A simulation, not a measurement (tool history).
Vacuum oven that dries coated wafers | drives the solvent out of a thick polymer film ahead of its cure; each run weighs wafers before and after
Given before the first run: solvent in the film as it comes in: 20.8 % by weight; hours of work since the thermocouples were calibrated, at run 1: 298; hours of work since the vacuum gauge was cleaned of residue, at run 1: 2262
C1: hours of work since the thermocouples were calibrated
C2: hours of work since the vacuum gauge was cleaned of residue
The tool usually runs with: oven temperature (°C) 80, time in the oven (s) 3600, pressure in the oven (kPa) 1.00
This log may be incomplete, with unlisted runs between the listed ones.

run 1 hour=0.0 | oven_temperature_(°C)=80 time_in_the_oven_(s)=3600 pressure_in_the_oven_(kPa)=1.00 | C1=298 C2=2262 | solvent_left_in_the_film_(%)=1.86
run 2 hour=47.0 | oven_temperature_(°C)=80 time_in_the_oven_(s)=2280 pressure_in_the_oven_(kPa)=1.00 | C1=329 C2=2293 | solvent_left_in_the_film_(%)=3.37
run 3 hour=142.9 | oven_temperature_(°C)=80 time_in_the_oven_(s)=2280 pressure_in_the_oven_(kPa)=1.00 | C1=394 C2=2358 | solvent_left_in_the_film_(%)=3.46
run 4 hour=199.6 | oven_temperature_(°C)=80 time_in_the_oven_(s)=2280 pressure_in_the_oven_(kPa)=1.00 | C1=432 C2=2396 | solvent_left_in_the_film_(%)=3.42
-- hour=219.9 vacuum gauge cleaned of residue and calibrated
run 5 hour=248.1 | oven_temperature_(°C)=80 time_in_the_oven_(s)=3600 pressure_in_the_oven_(kPa)=1.00 | C1=463 C2=19 | solvent_left_in_the_film_(%)=1.82
run 6 hour=341.8 | oven_temperature_(°C)=85 time_in_the_oven_(s)=3600 pressure_in_the_oven_(kPa)=1.00 | C1=526 C2=82 | solvent_left_in_the_film_(%)=1.12
run 7 hour=434.3 | oven_temperature_(°C)=85 time_in_the_oven_(s)=3600 pressure_in_the_oven_(kPa)=1.00 | C1=589 C2=144 | solvent_left_in_the_film_(%)=1.15
run 8 hour=490.5 | oven_temperature_(°C)=80 time_in_the_oven_(s)=6180 pressure_in_the_oven_(kPa)=1.00 | C1=626 C2=182 | solvent_left_in_the_film_(%)=1.08
run 9 hour=549.7 | oven_temperature_(°C)=80 time_in_the_oven_(s)=6180 pressure_in_the_oven_(kPa)=1.00 | C1=666 C2=222 | solvent_left_in_the_film_(%)=1.19
run 10 hour=631.3 | oven_temperature_(°C)=80 time_in_the_oven_(s)=6180 pressure_in_the_oven_(kPa)=1.00 | C1=721 C2=277 | solvent_left_in_the_film_(%)=1.05
run 11 hour=705.2 | oven_temperature_(°C)=80 time_in_the_oven_(s)=6180 pressure_in_the_oven_(kPa)=1.00 | C1=771 C2=326 | solvent_left_in_the_film_(%)=1.10
run 12 hour=776.0 | oven_temperature_(°C)=80 time_in_the_oven_(s)=6180 pressure_in_the_oven_(kPa)=1.00 | C1=818 C2=374 | solvent_left_in_the_film_(%)=1.10
run 13 hour=849.9 | oven_temperature_(°C)=80 time_in_the_oven_(s)=3600 pressure_in_the_oven_(kPa)=1.00 | C1=868 C2=424 | solvent_left_in_the_film_(%)=1.83
run 14 hour=906.0 | oven_temperature_(°C)=80 time_in_the_oven_(s)=5820 pressure_in_the_oven_(kPa)=1.00 | C1=906 C2=461 | solvent_left_in_the_film_(%)=1.16
run 15 hour=982.3 | oven_temperature_(°C)=80 time_in_the_oven_(s)=5820 pressure_in_the_oven_(kPa)=1.00 | C1=957 C2=513 | solvent_left_in_the_film_(%)=1.11
run 16 hour=1037.6 | oven_temperature_(°C)=80 time_in_the_oven_(s)=5820 pressure_in_the_oven_(kPa)=1.10 | C1=994 C2=550 | solvent_left_in_the_film_(%)=1.23
run 17 hour=1086.8 | oven_temperature_(°C)=80 time_in_the_oven_(s)=3600 pressure_in_the_oven_(kPa)=1.00 | C1=1027 C2=583 | solvent_left_in_the_film_(%)=1.83
-- hour=1109.3 oven's thermocouples calibrated
run 18 hour=1135.6 | oven_temperature_(°C)=80 time_in_the_oven_(s)=3600 pressure_in_the_oven_(kPa)=1.00 | C1=18 C2=614 | solvent_left_in_the_film_(%)=1.82
run 19 hour=1198.8 | oven_temperature_(°C)=80 time_in_the_oven_(s)=2280 pressure_in_the_oven_(kPa)=1.00 | C1=60 C2=657 | solvent_left_in_the_film_(%)=3.41
run 20 hour=1287.2 | oven_temperature_(°C)=80 time_in_the_oven_(s)=2280 pressure_in_the_oven_(kPa)=1.00 | C1=120 C2=716 | solvent_left_in_the_film_(%)=3.28
run 21 hour=1328.1 | oven_temperature_(°C)=80 time_in_the_oven_(s)=2280 pressure_in_the_oven_(kPa)=1.01 | C1=147 C2=744 | solvent_left_in_the_film_(%)=3.29
run 22 hour=1428.0 | oven_temperature_(°C)=80 time_in_the_oven_(s)=2280 pressure_in_the_oven_(kPa)=1.01 | C1=214 C2=811 | solvent_left_in_the_film_(%)=3.40
run 23 hour=1496.2 | oven_temperature_(°C)=80 time_in_the_oven_(s)=3600 pressure_in_the_oven_(kPa)=3.19 | C1=260 C2=857 | solvent_left_in_the_film_(%)=3.89
run 24 hour=1572.5 | oven_temperature_(°C)=89 time_in_the_oven_(s)=5100 pressure_in_the_oven_(kPa)=3.19 | C1=312 C2=908 | solvent_left_in_the_film_(%)=2.31
run 25 hour=1614.0 | oven_temperature_(°C)=89 time_in_the_oven_(s)=5100 pressure_in_the_oven_(kPa)=3.19 | C1=339 C2=936 | solvent_left_in_the_film_(%)=2.35
run 26 hour=1684.6 | oven_temperature_(°C)=89 time_in_the_oven_(s)=3600 pressure_in_the_oven_(kPa)=2.56 | C1=387 C2=984 | solvent_left_in_the_film_(%)=1.95
run 27 hour=1784.4 | oven_temperature_(°C)=80 time_in_the_oven_(s)=4560 pressure_in_the_oven_(kPa)=2.03 | C1=454 C2=1051 | solvent_left_in_the_film_(%)=2.42
run 28 hour=1851.0 | oven_temperature_(°C)=80 time_in_the_oven_(s)=4560 pressure_in_the_oven_(kPa)=2.03 | C1=499 C2=1095 | solvent_left_in_the_film_(%)=2.42
run 29 hour=1901.6 | oven_temperature_(°C)=81 time_in_the_oven_(s)=4560 pressure_in_the_oven_(kPa)=2.99 | C1=533 C2=1129 | solvent_left_in_the_film_(%)=3.19
run 30 hour=1986.9 | oven_temperature_(°C)=81 time_in_the_oven_(s)=4560 pressure_in_the_oven_(kPa)=0.71 | C1=590 C2=1187 | solvent_left_in_the_film_(%)=0.98
run 31 hour=2032.0 | oven_temperature_(°C)=84 time_in_the_oven_(s)=4740 pressure_in_the_oven_(kPa)=0.70 | C1=620 C2=1217 | solvent_left_in_the_film_(%)=0.70
run 32 hour=2132.6 | oven_temperature_(°C)=68 time_in_the_oven_(s)=3180 pressure_in_the_oven_(kPa)=0.70 | C1=688 C2=1285 | solvent_left_in_the_film_(%)=4.76
run 33 hour=2190.5 | oven_temperature_(°C)=68 time_in_the_oven_(s)=6180 pressure_in_the_oven_(kPa)=1.26 | C1=727 C2=1324 | solvent_left_in_the_film_(%)=2.86
run 34 hour=2240.6 | oven_temperature_(°C)=74 time_in_the_oven_(s)=2760 pressure_in_the_oven_(kPa)=2.85 | C1=761 C2=1357 | solvent_left_in_the_film_(%)=6.05
run 35 hour=2341.2 | oven_temperature_(°C)=74 time_in_the_oven_(s)=2760 pressure_in_the_oven_(kPa)=2.85 | C1=828 C2=1425 | solvent_left_in_the_film_(%)=6.26
run 36 hour=2390.3 | oven_temperature_(°C)=74 time_in_the_oven_(s)=2760 pressure_in_the_oven_(kPa)=2.85 | C1=861 C2=1458 | solvent_left_in_the_film_(%)=5.99
run 37 hour=2463.8 | oven_temperature_(°C)=80 time_in_the_oven_(s)=4440 pressure_in_the_oven_(kPa)=2.42 | C1=911 C2=1507 | solvent_left_in_the_film_(%)=2.91
run 38 hour=2545.7 | oven_temperature_(°C)=77 time_in_the_oven_(s)=3600 pressure_in_the_oven_(kPa)=2.97 | C1=966 C2=1563 | solvent_left_in_the_film_(%)=4.40
run 39 hour=2604.8 | oven_temperature_(°C)=70 time_in_the_oven_(s)=2280 pressure_in_the_oven_(kPa)=1.23 | C1=1006 C2=1602 | solvent_left_in_the_film_(%)=6.59
-- hour=2657.5 oven's thermocouples calibrated
run 40 hour=2672.0 | oven_temperature_(°C)=65 time_in_the_oven_(s)=2340 pressure_in_the_oven_(kPa)=1.62 | C1=10 C2=1646 | solvent_left_in_the_film_(%)=8.47
run 41 hour=2755.5 | oven_temperature_(°C)=92 time_in_the_oven_(s)=3600 pressure_in_the_oven_(kPa)=2.85 | C1=66 C2=1702 | solvent_left_in_the_film_(%)=1.81
run 42 hour=2839.7 | oven_temperature_(°C)=92 time_in_the_oven_(s)=3600 pressure_in_the_oven_(kPa)=2.85 | C1=122 C2=1759 | solvent_left_in_the_film_(%)=1.88

Predict the results of run 43:
run 43 hour=2927.5 | oven_temperature_(°C)=92 time_in_the_oven_(s)=3600 pressure_in_the_oven_(kPa)=2.85 | C1=182 C2=1818 | solvent_left_in_the_film_(%)=?

solvent left in the film (%): 1.86
With the hidden condition absent and the run-to-run variation left alone, this run would have shown solvent left in the film (%) 1.85.
